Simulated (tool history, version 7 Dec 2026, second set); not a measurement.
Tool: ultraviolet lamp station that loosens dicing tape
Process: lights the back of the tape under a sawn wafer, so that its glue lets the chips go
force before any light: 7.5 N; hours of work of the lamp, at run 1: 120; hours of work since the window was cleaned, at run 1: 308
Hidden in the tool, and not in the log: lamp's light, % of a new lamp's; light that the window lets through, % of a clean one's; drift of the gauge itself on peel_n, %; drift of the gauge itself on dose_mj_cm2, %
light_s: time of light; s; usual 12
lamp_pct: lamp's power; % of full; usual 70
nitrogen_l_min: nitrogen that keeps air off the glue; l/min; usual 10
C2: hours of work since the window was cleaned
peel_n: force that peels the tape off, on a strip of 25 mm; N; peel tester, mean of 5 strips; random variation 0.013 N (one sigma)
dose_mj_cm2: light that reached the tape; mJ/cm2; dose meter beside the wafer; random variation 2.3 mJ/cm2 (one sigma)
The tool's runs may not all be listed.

Run 1, hour 0: usual settings; hours of work of the lamp 120; C2 308. Result: peel_n 0.702 N, dose_mj_cm2 202 mJ/cm2.
Run 2, hour 11.2: usual settings; hours of work of the lamp 126; C2 314. Result: peel_n 0.72 N, dose_mj_cm2 203 mJ/cm2.
Run 3, hour 24.6: usual settings; hours of work of the lamp 132; C2 321. Result: peel_n 0.734 N, dose_mj_cm2 199 mJ/cm2.
Run 4, hour 48.7: usual settings; hours of work of the lamp 145; C2 333. Result: peel_n 0.741 N, dose_mj_cm2 201 mJ/cm2.
Run 5, hour 63.3: usual settings; hours of work of the lamp 152; C2 341. Result: peel_n 0.741 N, dose_mj_cm2 194 mJ/cm2.
Run 6, hour 81.7: usual settings but lamp_pct 68 % of full; hours of work of the lamp 162; C2 350. Result: peel_n 0.76 N, dose_mj_cm2 190 mJ/cm2.
Run 7, hour 99.1: usual settings but lamp_pct 68 % of full; hours of work of the lamp 171; C2 359. Result: peel_n 0.818 N, dose_mj_cm2 192 mJ/cm2.
Run 8, hour 116.6: usual settings but lamp_pct 68 % of full; hours of work of the lamp 179; C2 368. Result: peel_n 0.81 N, dose_mj_cm2 183 mJ/cm2.
At hour 118.5: window cleaned of glue's vapour.
Run 9, hour 130.7: usual settings but lamp_pct 68 % of full; hours of work of the lamp 186; C2 6. Result: peel_n 0.891 N, dose_mj_cm2 180 mJ/cm2.
Run 10, hour 151.3: usual settings but lamp_pct 68 % of full; hours of work of the lamp 197; C2 17. Result: peel_n 0.89 N, dose_mj_cm2 176 mJ/cm2.
At hour 169.2: window cleaned of glue's vapour, once more.
Run 11, hour 179.1: usual settings but lamp_pct 68 % of full; hours of work of the lamp 211; C2 5. Result: peel_n 0.722 N, dose_mj_cm2 202 mJ/cm2.
Run 12, hour 201.8: usual settings but lamp_pct 68 % of full; hours of work of the lamp 222; C2 17. Result: peel_n 0.715 N, dose_mj_cm2 203 mJ/cm2.
Run 13, hour 228.1: usual settings but lamp_pct 68 % of full; hours of work of the lamp 236; C2 30. Result: peel_n 0.699 N, dose_mj_cm2 195 mJ/cm2.
Run 14, hour 252: usual settings but lamp_pct 68 % of full; hours of work of the lamp 248; C2 42. Result: peel_n 0.707 N, dose_mj_cm2 198 mJ/cm2.
Run 15, hour 265.4: usual settings but nitrogen_l_min 3 l/min; hours of work of the lamp 255; C2 49. Result: peel_n 1.269 N, dose_mj_cm2 204 mJ/cm2.
Run 16, hour 280.5: usual settings but light_s 14 s, nitrogen_l_min 5 l/min; hours of work of the lamp 263; C2 57. Result: peel_n 0.719 N, dose_mj_cm2 238 mJ/cm2.
Run 17, hour 307.5: usual settings but lamp_pct 93 % of full; hours of work of the lamp 276; C2 71. Result: peel_n 0.405 N, dose_mj_cm2 276 mJ/cm2.
Run 18, hour 325.8: usual settings but light_s 22 s, lamp_pct 61 % of full, nitrogen_l_min 6 l/min; hours of work of the lamp 286; C2 80. Result: peel_n 0.352 N, dose_mj_cm2 323 mJ/cm2.
Run 19, hour 340.2: usual settings but light_s 22 s, lamp_pct 61 % of full, nitrogen_l_min 6 l/min; hours of work of the lamp 293; C2 87. Result: peel_n 0.365 N, dose_mj_cm2 324 mJ/cm2.
Run 20, hour 362: usual settings but light_s 7 s, lamp_pct 94 % of full, nitrogen_l_min 6 l/min; hours of work of the lamp 304; C2 99. Result: peel_n 1.394 N, dose_mj_cm2 158 mJ/cm2.
Run 21, hour 385.7: usual settings but light_s 7 s, lamp_pct 94 % of full, nitrogen_l_min 6 l/min; hours of work of the lamp 316; C2 111. Result: peel_n 1.393 N, dose_mj_cm2 155 mJ/cm2.
Run 22, hour 409.4: usual settings but light_s 21 s, lamp_pct 86 % of full, nitrogen_l_min 5 l/min; hours of work of the lamp 329; C2 123. Result: peel_n 0.234 N, dose_mj_cm2 430 mJ/cm2.
Run 23, hour 423: usual settings but light_s 21 s, lamp_pct 86 % of full, nitrogen_l_min 5 l/min; hours of work of the lamp 335; C2 130. Result: peel_n 0.242 N, dose_mj_cm2 426 mJ/cm2.
Run 24, hour 447.3: usual settings but light_s 21 s, lamp_pct 86 % of full, nitrogen_l_min 5 l/min; hours of work of the lamp 348; C2 142. Result: peel_n 0.249 N, dose_mj_cm2 420 mJ/cm2.
Run 25, hour 458.5: usual settings but light_s 21 s, lamp_pct 96 % of full, nitrogen_l_min 5 l/min; hours of work of the lamp 354; C2 148. Result: peel_n 0.215 N, dose_mj_cm2 469 mJ/cm2.
Run 26, hour 484: usual settings but lamp_pct 62 % of full, nitrogen_l_min 17 l/min; hours of work of the lamp 367; C2 161. Result: peel_n 0.8 N, dose_mj_cm2 175 mJ/cm2.
Run 27, hour 511.4: usual settings but lamp_pct 62 % of full, nitrogen_l_min 17 l/min; hours of work of the lamp 381; C2 175. Result: peel_n 0.801 N, dose_mj_cm2 173 mJ/cm2.
Run 28, hour 524: usual settings but lamp_pct 74 % of full, nitrogen_l_min 17 l/min; hours of work of the lamp 387; C2 181. Result: peel_n 0.568 N, dose_mj_cm2 203 mJ/cm2.

Forecast each of these 5 alternatives for the next run:
Run A, hour 549.1: usual settings but lamp_pct 73 % of full, nitrogen_l_min 17 l/min; hours of work of the lamp 400; C2 194. Result: peel_n ?, dose_mj_cm2 ?.
Run B, hour 549.1: usual settings but lamp_pct 96 % of full; hours of work of the lamp 400; C2 194. Result: peel_n ?, dose_mj_cm2 ?.
Run C, hour 549.1: usual settings but lamp_pct 96 % of full, nitrogen_l_min 7 l/min; hours of work of the lamp 400; C2 194. Result: peel_n ?, dose_mj_cm2 ?.
Run D, hour 549.1: usual settings but lamp_pct 67 % of full; hours of work of the lamp 400; C2 194. Result: peel_n ?, dose_mj_cm2 ?.
Run E, hour 549.1: usual settings but light_s 6 s, lamp_pct 93 % of full, nitrogen_l_min 4 l/min; hours of work of the lamp 400; C2 194. Result: peel_n ?, dose_mj_cm2 ?.

run  peel_n  dose_mj_cm2
  A   0.606          201
  B   0.415          260
  C   0.501          266
  D   0.848          185
  E    2.16          125
Without the tool's hidden state the same runs would have given:
run  peel_n  dose_mj_cm2
  A   0.458          231
  B    0.32          298
  C   0.383          305
  D   0.651          212
  E   1.814          144

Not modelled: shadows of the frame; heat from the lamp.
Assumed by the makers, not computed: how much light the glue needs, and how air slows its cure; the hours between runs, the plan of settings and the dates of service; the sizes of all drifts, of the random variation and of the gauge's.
